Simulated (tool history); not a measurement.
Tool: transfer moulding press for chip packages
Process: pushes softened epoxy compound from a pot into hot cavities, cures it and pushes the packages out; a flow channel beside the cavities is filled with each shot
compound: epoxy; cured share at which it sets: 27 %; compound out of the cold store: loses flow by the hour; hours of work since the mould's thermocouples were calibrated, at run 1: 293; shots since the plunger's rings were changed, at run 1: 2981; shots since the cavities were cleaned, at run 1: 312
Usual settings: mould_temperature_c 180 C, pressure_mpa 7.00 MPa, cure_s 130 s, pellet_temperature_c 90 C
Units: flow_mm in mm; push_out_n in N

| run | day | mould_temperature_c | pressure_mpa | cure_s | pellet_temperature_c | hours of work since the mould's thermocouples were calibrated | shots since the plunger's rings were changed | shots since the cavities were cleaned | incoming compound's hours out of the cold store | flow_mm | push_out_n |
|---|---|---|---|---|---|---|---|---|---|---|---|
| 1 | 0.000 | 180 | 7.00 | 130 | 90 | 293 | 2981 | 312 | 13.1 | 695 | 366 |
| 2 | 0.979 | 180 | 7.00 | 130 | 90 | 308 | 3194 | 525 | 8.8 | 683 | 410 |
|  | 1.217 | cavities cleaned with cleaning compound and waxed |
| 3 | 2.025 | 180 | 7.00 | 130 | 90 | 322 | 3407 | 175 | 46.4 | 555 | 288 |
| 4 | 2.929 | 180 | 7.00 | 130 | 90 | 336 | 3604 | 372 | 47.8 | 561 | 344 |
|  | 3.942 | cavities cleaned with cleaning compound and waxed |
| 5 | 4.117 | 180 | 7.00 | 130 | 90 | 353 | 3848 | 38 | 17.6 | 648 | 255 |
| 6 | 5.562 | 180 | 7.00 | 130 | 90 | 374 | 4162 | 352 | 44.4 | 557 | 352 |

Forecast run 7:
| 7 | 6.429 | 177 | 7.01 | 130 | 90 | 387 | 4350 | 540 | 41.2 | ? | ? |

Run 7 gave flow_mm 574 mm, push_out_n 455 N.
Without the tool's hidden state the same run would have given flow_mm 614 mm, push_out_n 256 N.
